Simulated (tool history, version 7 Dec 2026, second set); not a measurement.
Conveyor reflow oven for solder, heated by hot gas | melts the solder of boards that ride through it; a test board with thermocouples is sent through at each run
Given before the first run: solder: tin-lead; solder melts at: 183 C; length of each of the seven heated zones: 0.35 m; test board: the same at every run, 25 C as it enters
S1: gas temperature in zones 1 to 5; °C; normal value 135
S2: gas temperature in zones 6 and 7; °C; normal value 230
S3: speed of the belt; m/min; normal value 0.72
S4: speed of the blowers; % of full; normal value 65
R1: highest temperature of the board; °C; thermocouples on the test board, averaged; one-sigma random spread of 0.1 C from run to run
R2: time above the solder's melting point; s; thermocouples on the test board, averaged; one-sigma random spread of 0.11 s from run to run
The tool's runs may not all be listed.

run     day   S1   S2     S3  S4     R1    R2
  1       0  135  230   0.72  65  210.9  38.4
  2    0.55  135  230  0.602  65  216.6  51.7
  3     0.8  135  230  0.602  65  216.5  51.6
  4   1.396  135  230  0.602  65  216.4  51.6
  5   1.879  135  230  0.602  65  216.4  51.8
  6   2.283  135  230  0.602  65  216.6  51.5
  7   2.821  135  222  0.602  65  209.4  46.2
      3.133  -- flux residue cleaned out of gas plates and filters
  8   3.642  135  220   0.72  65  203.8  33.2
  9   3.925  135  231   0.72  65  213.2  40.3
 10   4.267  135  231   0.72  65  213.1  40.2
      4.488  -- belt drive overhauled, speed set with a stopwatch
 11   4.779  135  231   0.72  65  213.1  40.3
 12   5.071  135  231   0.72  65  213.1  40.4
 13   5.354  135  231   0.72  65  213.3  40.3
 14    5.75  135  231   0.72  65  213.2  40.5
      6.004  -- belt drive overhauled, speed set with a stopwatch, once more
 15   6.308  135  231   0.72  65  212.7  39.9
 16   6.762  143  225   0.72  66  209.4  39.8
 17   7.121  143  225   0.72  66  209.4  39.8
 18   7.729  143  225   0.72  66  209.2  39.6
 19   8.021  135  236   0.72  73  218.4  43.7
 20   8.388  135  218  0.782  65  198.9  25.3
 21    8.85  133  230  0.671  65  213.8  43.2
 22    9.45  133  230  0.671  65  213.9  43.3
 23   9.783  135  233   0.72  65  214.5  40.7
 24  10.329  149  226  0.707  73  212.8  45.3
 25  10.854  123  233  0.791  64  207.7  29.4
 26  11.146  131  235  0.605  74  222.3  54.2
 27  11.633  125  231  0.585  76    219  52.6
 28  11.979  139  221  0.813  63  200.5  26.2
 29  12.521  135  230   0.72  50  208.5  35.9
 30  12.796  133  230   0.62  65    216  49.2

What if the next run were any one of these 5? Each begins from the tool's condition after run 30:
  A  13.4  135  232   0.72  65   ?   ?
  B  13.4  133  234   0.66  65   ?   ?
  C  13.4  133  230   0.62  76   ?   ?
  D  13.4  133  233   0.62  65   ?   ?
  E  13.4  135  243  0.833  65   ?   ?

run     R1    R2
  A  213.3  40.1
  B  217.5  46.6
  C  217.7  50.6
  D  218.6  50.8
  E  216.5    36
What these runs would have given with no unlogged condition in the tool:
run     R1    R2
  A  213.6  40.3
  B  217.7  46.7
  C  217.8  50.6
  D  218.7  50.8
  E    217  36.3

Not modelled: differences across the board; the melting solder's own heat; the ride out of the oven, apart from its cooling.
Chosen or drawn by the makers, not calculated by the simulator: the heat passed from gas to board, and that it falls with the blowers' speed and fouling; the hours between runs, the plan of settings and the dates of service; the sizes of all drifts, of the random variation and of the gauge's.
